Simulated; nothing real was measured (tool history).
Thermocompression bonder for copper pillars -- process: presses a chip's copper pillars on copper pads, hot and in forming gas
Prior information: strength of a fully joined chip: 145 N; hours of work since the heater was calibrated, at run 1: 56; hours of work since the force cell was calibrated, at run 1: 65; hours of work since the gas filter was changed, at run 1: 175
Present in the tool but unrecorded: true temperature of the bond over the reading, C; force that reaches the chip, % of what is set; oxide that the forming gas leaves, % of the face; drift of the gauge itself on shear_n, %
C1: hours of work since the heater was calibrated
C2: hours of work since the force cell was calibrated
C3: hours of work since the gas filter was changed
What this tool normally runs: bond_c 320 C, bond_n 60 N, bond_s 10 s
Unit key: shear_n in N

run 1 hour=0.0 | bond_c=320 bond_n=60 bond_s=10 | C1=56 C2=65 C3=175 | shear_n=76.4
run 2 hour=8.9 | bond_c=320 bond_n=60 bond_s=10 | C1=61 C2=70 C3=180 | shear_n=76.3
run 3 hour=19.6 | bond_c=320 bond_n=60 bond_s=10 | C1=66 C2=76 C3=185 | shear_n=77.4
run 4 hour=27.0 | bond_c=320 bond_n=90 bond_s=10 | C1=70 C2=80 C3=189 | shear_n=100.0
run 5 hour=39.3 | bond_c=320 bond_n=90 bond_s=10 | C1=77 C2=86 C3=196 | shear_n=100.5
run 6 hour=45.2 | bond_c=320 bond_n=90 bond_s=10 | C1=80 C2=89 C3=199 | shear_n=98.3
run 7 hour=55.9 | bond_c=320 bond_n=60 bond_s=5 | C1=86 C2=95 C3=205 | shear_n=60.2
run 8 hour=66.6 | bond_c=320 bond_n=54 bond_s=9 | C1=92 C2=101 C3=211 | shear_n=68.8
-- hour=68.7 force cell calibrated
run 9 hour=79.9 | bond_c=320 bond_n=54 bond_s=9 | C1=98 C2=6 C3=217 | shear_n=67.2
run 10 hour=85.0 | bond_c=305 bond_n=54 bond_s=5 | C1=101 C2=9 C3=220 | shear_n=44.8
run 11 hour=94.4 | bond_c=320 bond_n=60 bond_s=29 | C1=106 C2=14 C3=225 | shear_n=104.0
run 12 hour=106.0 | bond_c=320 bond_n=60 bond_s=29 | C1=112 C2=20 C3=231 | shear_n=100.5

Pick out some run-to-run changes in shear_n. Of each, how much would a tool without hidden state show as well, from the settings, what came in and chance, and how much is left for the hidden state and any gauge scatter not in both results compared?
Run 10 -> 11: bond_c 305 -> 320, bond_n 54 -> 60, bond_s 5 -> 29. shear_n +59.2 N: hidden state -2.9, all else +62.1.

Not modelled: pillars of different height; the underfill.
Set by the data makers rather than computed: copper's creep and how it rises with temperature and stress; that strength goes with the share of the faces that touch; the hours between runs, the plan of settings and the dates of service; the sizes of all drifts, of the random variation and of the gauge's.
